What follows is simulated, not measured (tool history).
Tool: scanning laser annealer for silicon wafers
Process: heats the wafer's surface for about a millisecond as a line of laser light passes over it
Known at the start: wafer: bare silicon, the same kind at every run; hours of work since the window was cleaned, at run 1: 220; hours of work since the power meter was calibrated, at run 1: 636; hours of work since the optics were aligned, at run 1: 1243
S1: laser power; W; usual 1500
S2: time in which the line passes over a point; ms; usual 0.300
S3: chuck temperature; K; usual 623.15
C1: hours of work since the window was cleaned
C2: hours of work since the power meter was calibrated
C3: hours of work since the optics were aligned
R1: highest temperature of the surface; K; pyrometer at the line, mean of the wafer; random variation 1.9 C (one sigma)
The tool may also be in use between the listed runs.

Run 1, day 0.000: usual settings; C1 220; C2 636; C3 1243. Result: R1 1384.15 K.
Run 2, day 1.083: usual settings; C1 232; C2 649; C3 1256. Result: R1 1388.15 K.
Run 3, day 2.808: usual settings; C1 253; C2 669; C3 1276. Result: R1 1386.15 K.
Run 4, day 4.808: usual settings; C1 277; C2 693; C3 1300. Result: R1 1385.15 K.
Run 5, day 6.479: usual settings; C1 297; C2 713; C3 1320. Result: R1 1382.15 K.
Run 6, day 8.146: usual settings; C1 317; C2 733; C3 1340. Result: R1 1383.15 K.
Run 7, day 9.921: usual settings; C1 338; C2 754; C3 1361. Result: R1 1380.15 K.
Run 8, day 11.838: usual settings; C1 361; C2 777; C3 1384. Result: R1 1377.15 K.
Run 9, day 13.142: usual settings; C1 377; C2 793; C3 1400. Result: R1 1377.15 K.
Run 10, day 14.133: usual settings but S1 1314 W; C1 389; C2 805; C3 1412. Result: R1 1257.15 K.
Run 11, day 14.962: usual settings but S3 645.15 K; C1 399; C2 815; C3 1422. Result: R1 1394.15 K.
Run 12, day 16.392: usual settings but S3 645.15 K; C1 416; C2 832; C3 1439. Result: R1 1397.15 K.
Run 13, day 18.388: usual settings but S3 645.15 K; C1 440; C2 856; C3 1463. Result: R1 1393.15 K.
Run 14, day 20.183: usual settings but S3 645.15 K; C1 461; C2 877; C3 1484. Result: R1 1394.15 K.
At day 20.496: optics aligned, line set to its width.
Run 15, day 21.908: usual settings but S3 645.15 K; C1 479; C2 895; C3 17. Result: R1 1382.15 K.
Run 16, day 23.583: usual settings but S1 1438 W; C1 499; C2 915; C3 37. Result: R1 1318.15 K.
Run 17, day 24.483: usual settings; C1 510; C2 926; C3 48. Result: R1 1357.15 K.
Run 18, day 26.100: usual settings; C1 529; C2 945; C3 67. Result: R1 1357.15 K.
Run 19, day 26.912: usual settings; C1 539; C2 955; C3 77. Result: R1 1357.15 K.
Run 20, day 28.317: usual settings but S1 1592 W; C1 556; C2 972; C3 94. Result: R1 1415.15 K.
Run 21, day 29.592: usual settings but S1 1592 W; C1 571; C2 987; C3 109. Result: R1 1413.15 K.
At day 31.471: optics aligned, line set to its width, once more.
Run 22, day 31.588: usual settings but S1 1369 W, S2 0.240 ms; C1 593; C2 1009; C3 1. Result: R1 1236.15 K.
Run 23, day 32.621: usual settings but S1 1369 W, S2 0.240 ms, S3 652.15 K; C1 605; C2 1021; C3 14. Result: R1 1260.15 K.
At day 32.804: window over the wafer cleaned.
Run 24, day 34.646: usual settings but S1 1369 W, S2 0.240 ms, S3 652.15 K; C1 22; C2 1044; C3 37. Result: R1 1286.15 K.
Run 25, day 35.629: usual settings but S1 1357 W, S2 0.235 ms; C1 34; C2 1056; C3 49. Result: R1 1240.15 K.
Run 26, day 37.217: usual settings but S1 1448 W, S2 0.354 ms, S3 591.15 K; C1 53; C2 1075; C3 68. Result: R1 1415.15 K.
Run 27, day 38.504: usual settings but S1 1448 W, S2 0.354 ms, S3 586.15 K; C1 68; C2 1090; C3 83. Result: R1 1411.15 K.
Run 28, day 39.692: usual settings but S1 1618 W, S2 0.233 ms, S3 631.15 K; C1 82; C2 1105; C3 97. Result: R1 1402.15 K.
Run 29, day 41.571: usual settings but S1 1566 W, S2 0.256 ms, S3 620.15 K; C1 105; C2 1127; C3 120. Result: R1 1396.15 K.
Run 30, day 43.333: usual settings but S1 1566 W, S2 0.256 ms, S3 620.15 K; C1 126; C2 1148; C3 141. Result: R1 1393.15 K.
Run 31, day 44.975: usual settings but S1 1308 W, S2 0.291 ms, S3 650.15 K; C1 146; C2 1168; C3 161. Result: R1 1301.15 K.
Run 32, day 46.008: usual settings but S1 1362 W, S2 0.291 ms, S3 621.15 K; C1 158; C2 1180; C3 173. Result: R1 1306.15 K.
Run 33, day 47.967: usual settings but S1 1362 W, S2 0.291 ms, S3 621.15 K; C1 181; C2 1204; C3 196. Result: R1 1303.15 K.
Run 34, day 49.379: usual settings but S1 1362 W, S2 0.291 ms, S3 621.15 K; C1 198; C2 1221; C3 213. Result: R1 1304.15 K.
Run 35, day 51.121: usual settings but S1 1539 W, S2 0.291 ms, S3 595.15 K; C1 219; C2 1241; C3 234. Result: R1 1392.15 K.
Run 36, day 52.583: usual settings but S1 1539 W, S2 0.291 ms, S3 595.15 K; C1 237; C2 1259; C3 252. Result: R1 1393.15 K.
Run 37, day 54.525: usual settings but S1 1539 W, S2 0.291 ms, S3 585.15 K; C1 260; C2 1282; C3 275. Result: R1 1379.15 K.
Run 38, day 55.454: usual settings but S1 1612 W, S2 0.291 ms, S3 637.15 K; C1 271; C2 1293; C3 286. Result: R1 1482.15 K.
Run 39, day 57.325: usual settings but S1 1612 W, S2 0.291 ms, S3 637.15 K; C1 293; C2 1316; C3 308. Result: R1 1480.15 K.
Run 40, day 58.267: usual settings but S1 1498 W, S2 0.236 ms, S3 627.15 K; C1 305; C2 1327; C3 320. Result: R1 1318.15 K.
Run 41, day 59.100: usual settings but S1 1498 W, S2 0.236 ms, S3 627.15 K; C1 315; C2 1337; C3 330. Result: R1 1315.15 K.

Forecast each of these 3 alternatives for the next run:
Run A, day 60.888: usual settings but S1 1489 W; C1 336; C2 1358; C3 351. Result: R1 ?.
Run B, day 60.888: usual settings but S1 1318 W, S2 0.236 ms, S3 600.15 K; C1 336; C2 1358; C3 351. Result: R1 ?.
Run C, day 60.888: usual settings but S2 0.236 ms; C1 336; C2 1358; C3 351. Result: R1 ?.

run       R1
  A  1394.15
  B  1184.15
  C  1313.15
Without the tool's hidden state the same runs would have given:
run       R1
  A  1418.15
  B  1202.15
  C  1335.15

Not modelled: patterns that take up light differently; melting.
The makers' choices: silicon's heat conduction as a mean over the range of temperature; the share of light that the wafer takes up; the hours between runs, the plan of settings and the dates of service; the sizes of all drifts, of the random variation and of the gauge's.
